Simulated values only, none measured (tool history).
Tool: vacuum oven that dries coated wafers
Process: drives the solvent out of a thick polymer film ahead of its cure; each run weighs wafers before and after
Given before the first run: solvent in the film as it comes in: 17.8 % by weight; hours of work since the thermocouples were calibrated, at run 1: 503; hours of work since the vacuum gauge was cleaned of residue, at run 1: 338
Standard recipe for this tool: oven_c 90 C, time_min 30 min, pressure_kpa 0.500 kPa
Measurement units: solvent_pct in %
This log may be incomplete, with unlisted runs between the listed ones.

| run | hour | oven_c | time_min | pressure_kpa | hours of work since the thermocouples were calibrated | hours of work since the vacuum gauge was cleaned of residue | solvent_pct |
|---|---|---|---|---|---|---|---|
| 1 | 0.0 | 90 | 30 | 0.500 | 503 | 338 | 1.30 |
| 2 | 59.1 | 90 | 30 | 0.871 | 549 | 384 | 1.51 |
| 3 | 105.5 | 90 | 30 | 0.759 | 585 | 420 | 1.42 |
| 4 | 183.2 | 90 | 30 | 0.759 | 646 | 480 | 1.54 |
| 5 | 220.9 | 90 | 30 | 0.500 | 675 | 509 | 1.38 |
| 6 | 297.7 | 85 | 30 | 0.500 | 734 | 569 | 2.76 |
| 7 | 373.8 | 85 | 30 | 0.500 | 793 | 628 | 2.75 |
| 8 | 428.6 | 85 | 30 | 0.500 | 836 | 670 | 2.83 |
| 9 | 507.9 | 85 | 30 | 0.500 | 897 | 732 | 2.95 |
| 10 | 574.5 | 76 | 30 | 0.500 | 949 | 783 | 6.19 |
| 11 | 638.7 | 90 | 30 | 0.500 | 999 | 833 | 1.71 |
| 12 | 704.7 | 90 | 30 | 0.500 | 1050 | 884 | 1.61 |
| 13 | 760.8 | 90 | 30 | 0.500 | 1093 | 928 | 1.59 |
| 14 | 830.1 | 90 | 17 | 0.500 | 1147 | 981 | 3.97 |
| 15 | 898.8 | 90 | 17 | 0.500 | 1200 | 1035 | 3.97 |
| 16 | 977.2 | 90 | 17 | 0.500 | 1261 | 1096 | 4.10 |
| 17 | 1024.3 | 90 | 17 | 0.500 | 1298 | 1132 | 4.08 |
| 18 | 1077.4 | 90 | 17 | 0.500 | 1339 | 1173 | 4.09 |
| 19 | 1145.4 | 90 | 17 | 0.500 | 1392 | 1226 | 4.17 |
| 20 | 1218.1 | 84 | 24 | 0.518 | 1448 | 1282 | 4.76 |
| 21 | 1276.4 | 87 | 53 | 1.642 | 1493 | 1328 | 1.78 |
| 22 | 1332.3 | 96 | 18 | 0.500 | 1537 | 1371 | 2.05 |
| 23 | 1397.6 | 96 | 18 | 0.500 | 1587 | 1422 | 2.09 |
|  | 1445.5 | oven's thermocouples calibrated |
| 24 | 1472.6 | 96 | 18 | 0.500 | 21 | 1478 | 1.49 |
| 25 | 1525.9 | 93 | 18 | 0.500 | 62 | 1520 | 2.12 |
| 26 | 1602.8 | 89 | 40 | 1.882 | 122 | 1579 | 1.56 |
|  | 1609.6 | vacuum gauge cleaned of residue and calibrated |
| 27 | 1641.2 | 85 | 21 | 0.500 | 151 | 25 | 4.05 |
| 28 | 1697.3 | 103 | 30 | 0.545 | 194 | 68 | 0.47 |
| 29 | 1730.1 | 93 | 18 | 0.289 | 220 | 93 | 2.24 |
| 30 | 1803.9 | 93 | 18 | 0.289 | 277 | 151 | 2.21 |
|  | 1843.9 | vacuum gauge cleaned of residue and calibrated, once more |
| 31 | 1845.3 | 93 | 18 | 0.289 | 308 | 1 | 1.87 |
| 32 | 1923.2 | 96 | 39 | 0.291 | 368 | 61 | 0.12 |
| 33 | 1976.3 | 96 | 39 | 1.856 | 409 | 103 | 0.79 |
| 34 | 2010.2 | 96 | 39 | 1.856 | 436 | 129 | 0.78 |
| 35 | 2060.8 | 90 | 25 | 0.500 | 475 | 168 | 1.65 |
| 36 | 2132.0 | 90 | 16 | 0.269 | 530 | 223 | 3.44 |
| 37 | 2193.1 | 90 | 16 | 0.269 | 577 | 271 | 3.55 |

What differs in the tool's unlogged condition from the final listed run ahead of each entry between runs to the first listed run following it?
Logged between run 23 and run 24: oven's thermocouples calibrated (hour 1445.5)
  true wafer temperature over the reading, C: -2.78 -> 0.49; true pressure over the reading, kPa: 0.658 -> 0.684
  measured result minus the result with no hidden state, solvent_pct: +0.87 -> +0.14 %
Logged between run 26 and run 27: vacuum gauge cleaned of residue and calibrated (hour 1609.6)
  true wafer temperature over the reading, C: 0.33 -> 0.28; true pressure over the reading, kPa: 0.73 -> 0.875
  measured result minus the result with no hidden state, solvent_pct: +0.31 -> +0.29 %
Logged between run 30 and run 31: vacuum gauge cleaned of residue and calibrated, once more (hour 1843.9)
  true wafer temperature over the reading, C: 0.06 -> 0.01; true pressure over the reading, kPa: 0.934 -> 0.003
  measured result minus the result with no hidden state, solvent_pct: +0.33 -> +0.00 %
